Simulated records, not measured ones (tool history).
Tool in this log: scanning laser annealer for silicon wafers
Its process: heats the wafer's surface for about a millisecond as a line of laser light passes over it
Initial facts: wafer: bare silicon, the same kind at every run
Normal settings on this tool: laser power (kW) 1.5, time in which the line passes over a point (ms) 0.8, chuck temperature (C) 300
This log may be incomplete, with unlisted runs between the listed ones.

run    hour  laser power (kW)  time in which the line passes over a point (ms)  chuck temperature (C)  highest temperature of the surface (C)
  1       0               1.5                                              0.8                    300                                    1028
  2    30.9               1.5                                              0.8                    301                                    1030
  3    86.6               1.5                                              0.8                    301                                    1030
      113.5  -- window over the wafer cleaned
      132.4  -- optics aligned, line set to its width
  4   134.2               1.5                                              0.8                    301                                    1026
  5   163.2               1.5                                            0.606                    301                                     944
  6   225.7               1.5                                            0.606                    301                                     944
  7   288.9               1.5                                            0.919                    301                                    1073
  8   351.3               1.5                                            0.919                    301                                    1072
  9   380.7               1.5                                              0.8                    300                                    1025
 10   447.4               1.5                                              0.8                    300                                    1028
 11   488.6               1.5                                              0.8                    300                                    1024
 12   522.6               1.5                                              0.8                    300                                    1026
 13   574.3               1.5                                              0.8                    300                                    1025
 14   630.3               1.5                                              0.8                    300                                    1025
 15   666.8               1.5                                              0.8                    331                                    1057
 16   711.8             1.465                                              0.8                    331                                    1040
 17   748.6             1.465                                            0.764                    331                                    1021
 18   816.1             1.331                                            0.764                    331                                     955
 19     887             1.331                                            0.587                    331                                     881
 20   948.1             1.635                                            0.786                    334                                    1125
 21  1010.2             1.635                                            0.786                    334                                    1127

Run 22 has not been measured yet. What should we expect?
 22  1042.9             1.513                                            0.906                    262                                       ?

Run 22 measured highest temperature of the surface (C) 1041.
Take away the tool's hidden state, keep the run-to-run variation as it was, and the same run would have given highest temperature of the surface (C) 1042.
